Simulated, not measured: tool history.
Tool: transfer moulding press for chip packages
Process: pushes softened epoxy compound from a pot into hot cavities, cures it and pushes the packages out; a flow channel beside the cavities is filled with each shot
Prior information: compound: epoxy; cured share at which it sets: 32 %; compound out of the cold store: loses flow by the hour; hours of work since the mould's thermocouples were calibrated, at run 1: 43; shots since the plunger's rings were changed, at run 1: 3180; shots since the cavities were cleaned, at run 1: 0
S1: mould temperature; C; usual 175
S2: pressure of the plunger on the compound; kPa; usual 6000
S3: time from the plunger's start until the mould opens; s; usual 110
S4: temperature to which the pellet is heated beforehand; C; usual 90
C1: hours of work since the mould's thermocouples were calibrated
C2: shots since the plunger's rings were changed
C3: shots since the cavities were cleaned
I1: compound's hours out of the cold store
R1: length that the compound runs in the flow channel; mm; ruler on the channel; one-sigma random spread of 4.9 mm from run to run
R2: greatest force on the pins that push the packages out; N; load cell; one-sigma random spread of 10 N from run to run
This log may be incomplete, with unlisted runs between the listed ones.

| run | hour | S1 | S2 | S3 | S4 | C1 | C2 | C3 | I1 | R1 | R2 |
|---|---|---|---|---|---|---|---|---|---|---|---|
| 1 | 0 | 175 | 6000 | 110 | 90 | 43 | 3180 | 0 | 29.7 | 498 | 497 |
| 2 | 45 | 175 | 6000 | 110 | 90 | 72 | 3648 | 468 | 37.3 | 489 | 493 |
|  | 63.6 | plunger's sealing rings changed |
|  | 65.1 | cavities cleaned with cleaning compound and waxed |
|  | 127.5 | cavities cleaned with cleaning compound and waxed |
| 3 | 132.9 | 175 | 6000 | 110 | 90 | 127 | 689 | 55 | 17.3 | 535 | 482 |
| 4 | 177.7 | 175 | 6000 | 110 | 90 | 156 | 1154 | 520 | 26.7 | 509 | 492 |
|  | 189.9 | cavities cleaned with cleaning compound and waxed |
| 5 | 237.7 | 175 | 6000 | 110 | 90 | 195 | 1763 | 497 | 16.9 | 529 | 513 |
|  | 254.5 | cavities cleaned with cleaning compound and waxed |
|  | 317.4 | cavities cleaned with cleaning compound and waxed |
| 6 | 318.3 | 175 | 6000 | 110 | 90 | 246 | 2569 | 10 | 40.5 | 479 | 481 |
| 7 | 372.2 | 175 | 6000 | 110 | 90 | 282 | 3129 | 570 | 11.7 | 532 | 504 |
|  | 382.2 | cavities cleaned with cleaning compound and waxed |
|  | 436.1 | plunger's sealing rings changed |
| 8 | 436.9 | 175 | 6000 | 110 | 94 | 322 | 8 | 542 | 16.9 | 522 | 497 |
|  | 445.1 | cavities cleaned with cleaning compound and waxed |
|  | 507.1 | cavities cleaned with cleaning compound and waxed |
| 9 | 515.7 | 175 | 6000 | 110 | 90 | 372 | 796 | 90 | 27 | 508 | 476 |
|  | 558.3 | mould's thermocouples calibrated |
| 10 | 562.4 | 175 | 6000 | 110 | 90 | 3 | 1260 | 554 | 32.8 | 500 | 498 |
|  | 571.8 | cavities cleaned with cleaning compound and waxed |
|  | 632 | cavities cleaned with cleaning compound and waxed |
| 11 | 657.9 | 175 | 6000 | 110 | 90 | 64 | 2222 | 270 | 37.2 | 482 | 496 |
|  | 698.9 | cavities cleaned with cleaning compound and waxed |
| 12 | 721 | 175 | 6000 | 110 | 90 | 104 | 2862 | 230 | 19.8 | 514 | 500 |
|  | 758.7 | cavities cleaned with cleaning compound and waxed |
| 13 | 770.5 | 175 | 6000 | 110 | 90 | 136 | 3360 | 123 | 47.7 | 465 | 489 |
|  | 815.5 | plunger's sealing rings changed |
|  | 821.3 | cavities cleaned with cleaning compound and waxed |
| 14 | 865.2 | 168 | 6000 | 110 | 90 | 196 | 500 | 455 | 17.8 | 540 | 823 |
|  | 883.8 | cavities cleaned with cleaning compound and waxed |
|  | 947.8 | cavities cleaned with cleaning compound and waxed |
| 15 | 961.6 | 176 | 6200 | 110 | 90 | 257 | 1471 | 143 | 19.6 | 541 | 472 |
|  | 1010.6 | cavities cleaned with cleaning compound and waxed |
| 16 | 1011.6 | 176 | 6200 | 110 | 86 | 289 | 1975 | 10 | 10.5 | 557 | 487 |
|  | 1074.6 | cavities cleaned with cleaning compound and waxed |
| 17 | 1102.9 | 176 | 6200 | 110 | 86 | 349 | 2908 | 294 | 9.3 | 555 | 481 |
|  | 1134.4 | cavities cleaned with cleaning compound and waxed |
| 18 | 1176.1 | 176 | 6200 | 117 | 82 | 396 | 3652 | 432 | 39.1 | 486 | 437 |
|  | 1186.8 | mould's thermocouples calibrated |
|  | 1193.2 | plunger's sealing rings changed |
|  | 1203.5 | cavities cleaned with cleaning compound and waxed |
| 19 | 1252.2 | 177 | 6450 | 131 | 84 | 40 | 597 | 505 | 47.6 | 478 | 415 |
|  | 1267.8 | cavities cleaned with cleaning compound and waxed |
|  | 1330.8 | cavities cleaned with cleaning compound and waxed |
| 20 | 1332.2 | 177 | 6450 | 131 | 84 | 91 | 1398 | 15 | 10.6 | 560 | 402 |
|  | 1393.7 | cavities cleaned with cleaning compound and waxed |
| 21 | 1424.4 | 174 | 6430 | 131 | 84 | 151 | 2339 | 318 | 16.1 | 550 | 417 |
|  | 1454.4 | cavities cleaned with cleaning compound and waxed |
| 22 | 1470.5 | 172 | 6430 | 132 | 82 | 180 | 2803 | 168 | 44.2 | 489 | 449 |
|  | 1516.4 | cavities cleaned with cleaning compound and waxed |
| 23 | 1562.3 | 170 | 6340 | 110 | 92 | 240 | 3741 | 477 | 27.6 | 532 | 637 |
|  | 1571.4 | plunger's sealing rings changed |
|  | 1583 | cavities cleaned with cleaning compound and waxed |
| 24 | 1631.6 | 175 | 5580 | 110 | 90 | 283 | 610 | 505 | 46.3 | 447 | 488 |
|  | 1643.2 | cavities cleaned with cleaning compound and waxed |
| 25 | 1696.5 | 172 | 5580 | 110 | 90 | 325 | 1268 | 553 | 40.9 | 465 | 562 |

Branching from run 25: 3 alternative next runs. What would each branch give?
|  | 1708.9 | cavities cleaned with cleaning compound and waxed |
|  | 1776.4 | cavities cleaned with cleaning compound and waxed |
| A | 1782.8 | 175 | 5640 | 110 | 100 | 380 | 2134 | 66 | 24.8 | ? | ? |
|  | 1708.9 | cavities cleaned with cleaning compound and waxed |
|  | 1776.4 | cavities cleaned with cleaning compound and waxed |
| B | 1782.8 | 180 | 4790 | 110 | 86 | 380 | 2134 | 66 | 22.6 | ? | ? |
|  | 1708.9 | cavities cleaned with cleaning compound and waxed |
|  | 1776.4 | cavities cleaned with cleaning compound and waxed |
| C | 1782.8 | 176 | 6000 | 110 | 97 | 380 | 2134 | 66 | 20.7 | ? | ? |

| run | R1 | R2 |
|---|---|---|
| A | 484 | 471 |
| B | 451 | 426 |
| C | 527 | 470 |
With no hidden state in the tool, these same runs would have given:
| run | R1 | R2 |
|---|---|---|
| A | 485 | 470 |
| B | 451 | 425 |
| C | 528 | 469 |

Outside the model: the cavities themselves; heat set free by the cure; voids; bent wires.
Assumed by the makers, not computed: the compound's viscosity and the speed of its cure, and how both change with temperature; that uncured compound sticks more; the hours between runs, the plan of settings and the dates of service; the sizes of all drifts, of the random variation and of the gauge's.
